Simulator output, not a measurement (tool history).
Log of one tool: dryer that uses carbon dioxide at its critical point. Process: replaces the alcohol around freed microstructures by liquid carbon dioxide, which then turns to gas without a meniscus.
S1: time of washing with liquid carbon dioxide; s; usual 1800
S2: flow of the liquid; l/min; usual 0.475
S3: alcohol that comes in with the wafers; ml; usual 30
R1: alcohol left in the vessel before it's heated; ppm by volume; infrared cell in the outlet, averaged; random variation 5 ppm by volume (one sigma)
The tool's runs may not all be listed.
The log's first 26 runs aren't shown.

run     day    S1     S2  S3    R1
 27  46.712  1800  0.721  37    75
         48  -- inlet filter changed
 28  48.996  1800  0.475  45   110
     49.825  -- purifier's bed changed
 29  50.846  1800  0.475  45    54
 30  53.271  1800  0.484  30    48
 31  55.104  2460  0.484  22    19
 32  57.342  1320   0.65  26    45
 33  59.012  1320   0.65  26    56
 34  61.183  1200  0.475  47   565
 35  63.612  1200  0.584  21   139
 36  65.688  1200  0.584  21   158
 37  66.696  1380  0.624  34   109
 38  68.125  1080  0.366  45  2122
     69.458  -- inlet filter changed
 39  70.483  1080  0.366  45  1286
 40  71.779  1800  0.463  92   157
 41  73.696  1800  0.463  92   160
 42  74.779  1800  0.441  92   222
 43  77.108  1800   0.62  30    67
 44  78.283  1800   0.62  30    64
     79.867  -- purifier's bed changed
 45  80.258  1800  0.496  63    84
 46  81.958  2400  0.361  30    59

Forecast each of these 3 alternatives for the next run:
  A  83.379  1680  0.325  59   ?
  B  83.379  1920  0.701  22   ?
  C  83.379  1260  0.475  30   ?

run   R1
  A  916
  B   13
  C  302
Without the tool's hidden state the same runs would have given:
run   R1
  A  574
  B    4
  C  175

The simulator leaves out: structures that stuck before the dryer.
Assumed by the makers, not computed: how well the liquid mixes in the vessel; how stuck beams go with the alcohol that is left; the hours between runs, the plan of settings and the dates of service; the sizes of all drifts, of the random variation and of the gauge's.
